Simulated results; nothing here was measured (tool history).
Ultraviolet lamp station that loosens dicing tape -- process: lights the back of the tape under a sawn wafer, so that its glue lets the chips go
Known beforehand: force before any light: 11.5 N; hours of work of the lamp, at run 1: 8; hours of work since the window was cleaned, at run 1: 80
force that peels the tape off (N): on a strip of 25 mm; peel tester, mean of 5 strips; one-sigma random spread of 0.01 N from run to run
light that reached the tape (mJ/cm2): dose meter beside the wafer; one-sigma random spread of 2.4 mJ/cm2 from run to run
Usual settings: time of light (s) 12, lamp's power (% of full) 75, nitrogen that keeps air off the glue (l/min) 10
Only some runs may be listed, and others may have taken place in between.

run     day  time of light (s)  lamp's power (% of full)  nitrogen that keeps air off the glue (l/min)  hours of work of the lamp  hours of work since the window was cleaned  force that peels the tape off (N)  light that reached the tape (mJ/cm2)
  1   0.000                 12                        75                                            10                          8                                          80                              0.486                                   247
  2   1.888                 12                        75                                            10                         44                                         116                              0.496                                   243
  3   4.038                 12                        75                                            10                         85                                         157                              0.534                                   236
  4   5.862                 12                        75                                            10                        120                                         192                              0.566                                   230
  5   7.438                 12                        75                                            18                        150                                         222                              0.345                                   228
  6   8.783                 12                        75                                            18                        175                                         247                              0.370                                   222
  7  10.804                 12                        75                                            18                        214                                         286                              0.388                                   217
  8  12.792                 12                        75                                            10                        252                                         324                              0.651                                   213
  9  14.312                 12                        75                                            10                        281                                         353                              0.717                                   205
     15.004  -- window cleaned of glue's vapour
 10  16.088                 12                        75                                            10                        314                                          21                              0.605                                   227
 11  17.104                 12                        75                                            10                        333                                          40                              0.606                                   220
 12  18.342                 12                        75                                             5                        357                                          64                              1.199                                   218
 13  20.100                 12                        75                                             5                        391                                          97                              1.248                                   210
 14  21.354                 12                        75                                             5                        414                                         121                              1.317                                   205
 15  22.479                 12                        75                                             5                        436                                         142                              1.323                                   207
 16  24.721                 12                        75                                             5                        479                                         185                              1.414                                   198
 17  26.533                 12                        75                                            10                        513                                         220                              0.822                                   196
 18  28.921                 12                        75                                            10                        559                                         265                              0.892                                   191
 19  30.529                 12                        75                                            10                        589                                         296                              0.935                                   187
 20  32.588                 12                        75                                             5                        628                                         335                              1.650                                   180
 21  33.658                 12                        75                                             5                        649                                         355                              1.735                                   176
     34.188  -- window cleaned of glue's vapour
 22  35.900                 12                        75                                             5                        691                                          33                              1.504                                   190
 23  37.717                 12                        75                                             5                        726                                          67                              1.627                                   186
 24  38.858                  7                        75                                             8                        747                                          89                              2.808                                   106
 25  41.054                 17                        85                                            11                        789                                         131                              0.306                                   282
 26  43.308                 17                        85                                            11                        832                                         174                              0.321                                   277
 27  45.179                 12                        73                                            17                        868                                         209                              0.820                                   165
 28  46.950                 20                        91                                             5                        902                                         243                              0.417                                   325
 29  48.862                 20                        91                                             5                        938                                         280                              0.495                                   322
 30  50.750                 20                        91                                             5                        974                                         315                              0.504                                   312
     51.208  -- lamp changed
 31  53.100                  7                        74                                             3                         36                                         359                              3.825                                   130
     53.454  -- window cleaned of glue's vapour
 32  54.650                  7                        74                                             3                         65                                          23                              3.419                                   140
 33  55.667                 10                        80                                            20                         84                                          42                              0.394                                   211
 34  57.729                 18                        75                                            10                        124                                          81                              0.218                                   350
 35  59.692                 18                        76                                            10                        161                                         119                              0.220                                   350
 36  61.004                 12                        75                                             8                        186                                         144                              0.733                                   221
 37  63.358                 12                        75                                             8                        231                                         189                              0.766                                   216
 38  65.492                 12                        75                                             8                        272                                         229                              0.831                                   211
 39  66.842                 12                        70                                             8                        297                                         255                              1.008                                   191
 40  68.708                  7                        84                                            16                        333                                         291                              1.384                                   132
 41  70.975                  7                        84                                            16                        376                                         334                              1.472                                   125
 42  72.258                  6                        84                                             7                        401                                         358                              3.046                                   110

Measured minus without-hidden-state, run by run (identical run-to-run variation in each term; gauge scatter may differ):
Hidden state at play: lamp's light, % of a new lamp's; light that the window lets through, % of a clean one's; drift of the gauge itself on peel_n, %; drift of the gauge itself on dose_mj_cm2, %.
run  force that peels the tape off (N)  light that reached the tape (mJ/cm2)
  1                             +0.032                                    -7
  2                             +0.057                                   -12
  3                             +0.089                                   -18
  4                             +0.117                                   -22
  5                             +0.079                                   -27
  6                             +0.096                                   -30
  7                             +0.117                                   -37
  8                             +0.235                                   -42
  9                             +0.282                                   -46
 10                             +0.156                                   -29
 11                             +0.171                                   -32
 12                             +0.339                                   -35
 13                             +0.391                                   -40
 14                             +0.441                                   -43
 15                             +0.471                                   -45
 16                             +0.556                                   -52
 17                             +0.382                                   -57
 18                             +0.448                                   -63
 19                             +0.494                                   -67
 20                             +0.831                                   -73
 21                             +0.899                                   -75
 22                             +0.665                                   -61
 23                             +0.762                                   -66
 24                             +1.105                                   -40
 25                             +0.131                                  -118
 26                             +0.151                                  -128
 27                             +0.505                                   -81
 28                             +0.245                                  -179
 29                             +0.299                                  -190
 30                             +0.317                                  -196
 31                             +0.523                                   -17
 32                             +0.168                                    -6
 33                             +0.046                                   -12
 34                             +0.023                                   -28
 35                             +0.032                                   -38
 36                             +0.185                                   -28
 37                             +0.231                                   -35
 38                             +0.288                                   -41
 39                             +0.368                                   -42
 40                             +0.523                                   -32
 41                             +0.608                                   -36
 42                             +0.983                                   -34
